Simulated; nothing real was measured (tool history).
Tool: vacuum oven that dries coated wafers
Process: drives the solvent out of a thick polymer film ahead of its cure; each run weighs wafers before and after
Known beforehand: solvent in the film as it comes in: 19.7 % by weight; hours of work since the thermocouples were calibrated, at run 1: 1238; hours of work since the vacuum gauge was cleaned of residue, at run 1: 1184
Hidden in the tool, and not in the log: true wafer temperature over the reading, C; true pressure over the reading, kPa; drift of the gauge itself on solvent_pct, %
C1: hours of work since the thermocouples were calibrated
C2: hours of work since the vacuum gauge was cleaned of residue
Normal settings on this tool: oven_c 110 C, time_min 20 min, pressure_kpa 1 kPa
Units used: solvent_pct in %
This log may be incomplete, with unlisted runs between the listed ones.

{"run": 1, "day": 0.0, "oven_c": 110, "time_min": 20, "pressure_kpa": 1, "C1": 1238, "C2": 1184, "solvent_pct": 2.1}
{"run": 2, "day": 2.196, "oven_c": 110, "time_min": 20, "pressure_kpa": 1, "C1": 1273, "C2": 1219, "solvent_pct": 2.11}
{"run": 3, "day": 4.171, "oven_c": 110, "time_min": 20, "pressure_kpa": 1, "C1": 1304, "C2": 1250, "solvent_pct": 2.16}
{"run": 4, "day": 5.233, "oven_c": 110, "time_min": 15, "pressure_kpa": 1, "C1": 1321, "C2": 1267, "solvent_pct": 3.23}
{"run": 5, "day": 7.283, "oven_c": 110, "time_min": 13, "pressure_kpa": 1, "C1": 1353, "C2": 1299, "solvent_pct": 3.74}
{"run": 6, "day": 8.975, "oven_c": 110, "time_min": 13, "pressure_kpa": 1, "C1": 1380, "C2": 1326, "solvent_pct": 3.79}
{"run": 7, "day": 10.179, "oven_c": 110, "time_min": 13, "pressure_kpa": 1, "C1": 1399, "C2": 1345, "solvent_pct": 3.92}
{"day": 10.975, "done": "oven's thermocouples calibrated"}
{"run": 8, "day": 11.504, "oven_c": 120, "time_min": 13, "pressure_kpa": 1, "C1": 8, "C2": 1365, "solvent_pct": 1.2}
{"run": 9, "day": 13.179, "oven_c": 110, "time_min": 20, "pressure_kpa": 0.82, "C1": 35, "C2": 1391, "solvent_pct": 1.64}
{"run": 10, "day": 15.454, "oven_c": 110, "time_min": 20, "pressure_kpa": 0.82, "C1": 71, "C2": 1427, "solvent_pct": 1.66}
{"run": 11, "day": 16.592, "oven_c": 110, "time_min": 20, "pressure_kpa": 0.82, "C1": 89, "C2": 1445, "solvent_pct": 1.7}
{"day": 17.883, "done": "vacuum gauge cleaned of residue and calibrated"}
{"run": 12, "day": 18.538, "oven_c": 110, "time_min": 20, "pressure_kpa": 1, "C1": 119, "C2": 10, "solvent_pct": 1.48}
{"run": 13, "day": 20.412, "oven_c": 110, "time_min": 30, "pressure_kpa": 1, "C1": 148, "C2": 40, "solvent_pct": 1.02}
{"run": 14, "day": 22.458, "oven_c": 110, "time_min": 30, "pressure_kpa": 1, "C1": 181, "C2": 72, "solvent_pct": 1}
{"run": 15, "day": 23.842, "oven_c": 110, "time_min": 30, "pressure_kpa": 1, "C1": 203, "C2": 94, "solvent_pct": 0.91}
{"run": 16, "day": 25.621, "oven_c": 110, "time_min": 30, "pressure_kpa": 1, "C1": 231, "C2": 122, "solvent_pct": 0.99}
{"run": 17, "day": 27.317, "oven_c": 110, "time_min": 23, "pressure_kpa": 1, "C1": 258, "C2": 149, "solvent_pct": 1.32}
{"run": 18, "day": 29.375, "oven_c": 110, "time_min": 20, "pressure_kpa": 1, "C1": 290, "C2": 182, "solvent_pct": 1.45}
{"run": 19, "day": 30.621, "oven_c": 110, "time_min": 20, "pressure_kpa": 1, "C1": 310, "C2": 201, "solvent_pct": 1.59}
{"run": 20, "day": 32.067, "oven_c": 110, "time_min": 20, "pressure_kpa": 1, "C1": 333, "C2": 224, "solvent_pct": 1.58}
{"run": 21, "day": 34.238, "oven_c": 110, "time_min": 20, "pressure_kpa": 1, "C1": 367, "C2": 259, "solvent_pct": 1.63}
{"run": 22, "day": 35.279, "oven_c": 110, "time_min": 20, "pressure_kpa": 1, "C1": 383, "C2": 275, "solvent_pct": 1.61}
{"run": 23, "day": 37.471, "oven_c": 110, "time_min": 20, "pressure_kpa": 1, "C1": 418, "C2": 310, "solvent_pct": 1.68}
{"run": 24, "day": 39.046, "oven_c": 110, "time_min": 20, "pressure_kpa": 1, "C1": 443, "C2": 335, "solvent_pct": 1.59}
{"run": 25, "day": 40.246, "oven_c": 112, "time_min": 20, "pressure_kpa": 1.22, "C1": 462, "C2": 354, "solvent_pct": 1.52}
{"run": 26, "day": 42.021, "oven_c": 106, "time_min": 27, "pressure_kpa": 1, "C1": 490, "C2": 382, "solvent_pct": 1.72}
{"run": 27, "day": 44.096, "oven_c": 109, "time_min": 21, "pressure_kpa": 1.63, "C1": 523, "C2": 415, "solvent_pct": 2.28}
{"run": 28, "day": 45.262, "oven_c": 101, "time_min": 20, "pressure_kpa": 1.45, "C1": 541, "C2": 433, "solvent_pct": 4.67}
{"run": 29, "day": 47.075, "oven_c": 101, "time_min": 14, "pressure_kpa": 1.45, "C1": 570, "C2": 462, "solvent_pct": 6.24}
{"run": 30, "day": 48.854, "oven_c": 98, "time_min": 27, "pressure_kpa": 1, "C1": 598, "C2": 490, "solvent_pct": 3.92}
{"run": 31, "day": 50.117, "oven_c": 124, "time_min": 27, "pressure_kpa": 1.2, "C1": 618, "C2": 510, "solvent_pct": 0.72}
{"run": 32, "day": 51.696, "oven_c": 124, "time_min": 27, "pressure_kpa": 1.2, "C1": 643, "C2": 535, "solvent_pct": 0.71}
{"run": 33, "day": 53.279, "oven_c": 101, "time_min": 20, "pressure_kpa": 0.6, "C1": 668, "C2": 560, "solvent_pct": 3.91}
{"run": 34, "day": 54.388, "oven_c": 115, "time_min": 16, "pressure_kpa": 1.45, "C1": 686, "C2": 577, "solvent_pct": 1.83}
{"run": 35, "day": 55.654, "oven_c": 115, "time_min": 16, "pressure_kpa": 1.45, "C1": 706, "C2": 597, "solvent_pct": 1.77}
{"run": 36, "day": 57.95, "oven_c": 110, "time_min": 14, "pressure_kpa": 1, "C1": 742, "C2": 634, "solvent_pct": 3.04}
{"run": 37, "day": 59.25, "oven_c": 110, "time_min": 24, "pressure_kpa": 1, "C1": 763, "C2": 654, "solvent_pct": 1.45}
{"run": 38, "day": 61.512, "oven_c": 97, "time_min": 19, "pressure_kpa": 0.87, "C1": 798, "C2": 690, "solvent_pct": 6.19}
{"run": 39, "day": 63.604, "oven_c": 100, "time_min": 15, "pressure_kpa": 0.85, "C1": 832, "C2": 723, "solvent_pct": 6.2}
{"run": 40, "day": 64.771, "oven_c": 100, "time_min": 15, "pressure_kpa": 0.85, "C1": 850, "C2": 742, "solvent_pct": 6.19}
{"run": 41, "day": 66.258, "oven_c": 123, "time_min": 14, "pressure_kpa": 2.99, "C1": 874, "C2": 765, "solvent_pct": 1.92}
{"run": 42, "day": 67.821, "oven_c": 99, "time_min": 35, "pressure_kpa": 1, "C1": 898, "C2": 790, "solvent_pct": 2.99}
{"run": 43, "day": 69.358, "oven_c": 107, "time_min": 35, "pressure_kpa": 3.43, "C1": 923, "C2": 814, "solvent_pct": 3.64}
{"run": 44, "day": 70.512, "oven_c": 107, "time_min": 35, "pressure_kpa": 3.43, "C1": 941, "C2": 833, "solvent_pct": 3.72}
{"run": 45, "day": 72.1, "oven_c": 110, "time_min": 20, "pressure_kpa": 1.42, "C1": 966, "C2": 858, "solvent_pct": 2.41}
{"run": 46, "day": 73.104, "oven_c": 110, "time_min": 20, "pressure_kpa": 1.42, "C1": 982, "C2": 873, "solvent_pct": 2.41}
{"run": 47, "day": 75.479, "oven_c": 110, "time_min": 20, "pressure_kpa": 1.42, "C1": 1019, "C2": 911, "solvent_pct": 2.38}

Pick out some run-to-run changes in solvent_pct. Of each, how much would a tool without hidden state show as well, from the settings, what came in and chance, and how much is left for the hidden state and any gauge scatter not in both results compared?
Run 7 -> 8: oven_c 110 -> 120, oven's thermocouples calibrated. solvent_pct -2.72 %: hidden state -1.03, all else -1.69.
Run 30 -> 31: oven_c 98 -> 124, pressure_kpa 1 -> 1.2. solvent_pct -3.2 %: hidden state -0.67, all else -2.53.
Run 32 -> 33: oven_c 124 -> 101, time_min 27 -> 20, pressure_kpa 1.2 -> 0.6. solvent_pct +3.2 %: hidden state +0.74, all else +2.46.
Run 37 -> 38: oven_c 110 -> 97, time_min 24 -> 19, pressure_kpa 1 -> 0.87. solvent_pct +4.74 %: hidden state +0.72, all else +4.02.
Run 40 -> 41: oven_c 100 -> 123, time_min 15 -> 14, pressure_kpa 0.85 -> 2.99. solvent_pct -4.27 %: hidden state -0.83, all else -3.44.
